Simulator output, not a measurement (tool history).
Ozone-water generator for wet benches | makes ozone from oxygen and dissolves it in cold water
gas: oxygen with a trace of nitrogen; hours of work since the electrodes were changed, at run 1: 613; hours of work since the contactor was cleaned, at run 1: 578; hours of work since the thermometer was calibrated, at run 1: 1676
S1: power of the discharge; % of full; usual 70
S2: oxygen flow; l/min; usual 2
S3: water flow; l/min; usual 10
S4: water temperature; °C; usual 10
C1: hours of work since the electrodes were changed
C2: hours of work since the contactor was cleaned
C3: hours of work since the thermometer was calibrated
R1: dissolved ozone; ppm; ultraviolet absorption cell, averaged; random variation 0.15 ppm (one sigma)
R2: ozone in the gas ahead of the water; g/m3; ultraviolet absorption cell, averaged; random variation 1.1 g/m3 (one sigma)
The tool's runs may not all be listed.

Run 1, hour 0: usual settings; C1 613; C2 578; C3 1676. Result: R1 18.3 ppm, R2 204.5 g/m3.
Run 2, hour 15.1: usual settings but S2 1.14 l/min; C1 622; C2 588; C3 1686. Result: R1 15.2 ppm, R2 251 g/m3.
Run 3, hour 30.4: usual settings but S2 2.12 l/min; C1 632; C2 598; C3 1696. Result: R1 18.6 ppm, R2 197.5 g/m3.
Run 4, hour 54.6: usual settings but S2 2.12 l/min; C1 648; C2 613; C3 1711. Result: R1 18.4 ppm, R2 199.5 g/m3.
Run 5, hour 74.7: usual settings but S2 2.12 l/min; C1 660; C2 626; C3 1724. Result: R1 18.7 ppm, R2 197.8 g/m3.
Run 6, hour 98.6: usual settings but S2 1.04 l/min; C1 675; C2 641; C3 1739. Result: R1 14.6 ppm, R2 258.5 g/m3.
Run 7, hour 113.9: usual settings but S2 1.04 l/min; C1 685; C2 651; C3 1749. Result: R1 14.5 ppm, R2 258.9 g/m3.
Run 8, hour 128.8: usual settings but S3 13 l/min; C1 694; C2 660; C3 1758. Result: R1 14.5 ppm, R2 202.5 g/m3.
Run 9, hour 149.9: usual settings but S3 13 l/min; C1 708; C2 673; C3 1771. Result: R1 14.6 ppm, R2 202.3 g/m3.
Run 10, hour 170.9: usual settings but S3 9 l/min; C1 721; C2 687; C3 1785. Result: R1 20 ppm, R2 203.6 g/m3.
At hour 177.3: contactor cleaned.
Run 11, hour 199.8: usual settings but S3 7 l/min; C1 737; C2 14; C3 1800. Result: R1 24 ppm, R2 202.6 g/m3.
Run 12, hour 224.3: usual settings but S3 7 l/min; C1 752; C2 30; C3 1816. Result: R1 24.3 ppm, R2 201.1 g/m3.
Run 13, hour 244.2: usual settings but S3 11 l/min; C1 765; C2 42; C3 1828. Result: R1 16.8 ppm, R2 202 g/m3.
Run 14, hour 259.9: usual settings but S3 11 l/min; C1 775; C2 52; C3 1838. Result: R1 16.6 ppm, R2 202.2 g/m3.
Run 15, hour 282.7: usual settings; C1 789; C2 67; C3 1853. Result: R1 18.2 ppm, R2 201.8 g/m3.
Run 16, hour 311.5: usual settings but S3 8 l/min; C1 808; C2 85; C3 1871. Result: R1 21.8 ppm, R2 201.2 g/m3.
Run 17, hour 324.2: usual settings but S3 8 l/min; C1 816; C2 93; C3 1879. Result: R1 21.9 ppm, R2 202.8 g/m3.
Run 18, hour 342.8: usual settings but S1 58 % of full, S2 1.91 l/min, S3 13 l/min, S4 12 °C; C1 827; C2 105; C3 1891. Result: R1 12 ppm, R2 175.5 g/m3.
At hour 360.4: contactor cleaned, once more.
Run 19, hour 374.1: usual settings but S1 58 % of full, S2 1.91 l/min, S3 13 l/min, S4 12 °C; C1 845; C2 9; C3 1908. Result: R1 12 ppm, R2 175.2 g/m3.
Run 20, hour 397.1: usual settings but S1 58 % of full, S2 1 l/min, S3 16 l/min, S4 8 °C; C1 859; C2 23; C3 1923. Result: R1 7.7 ppm, R2 225.5 g/m3.
Run 21, hour 414.2: usual settings but S1 82 % of full, S2 1.44 l/min, S3 9 l/min, S4 13 °C; C1 870; C2 34; C3 1933. Result: R1 20.5 ppm, R2 261.5 g/m3.
Run 22, hour 426.7: usual settings but S1 82 % of full, S2 1.44 l/min, S3 9 l/min, S4 13 °C; C1 878; C2 42; C3 1941. Result: R1 20.1 ppm, R2 261.2 g/m3.
Run 23, hour 441.9: usual settings but S3 12 l/min, S4 8 °C; C1 888; C2 52; C3 1951. Result: R1 16.1 ppm, R2 201.6 g/m3.

Forecast run 24:
Run 24, hour 462: usual settings but S3 12 l/min, S4 8 °C; C1 900; C2 64; C3 1964. Result: R1 ?, R2 ?.

R1: 16 ppm
R2: 202.6 g/m3
Without the tool's hidden state the same run would have given R1 16.3 ppm, R2 205.9 g/m3.
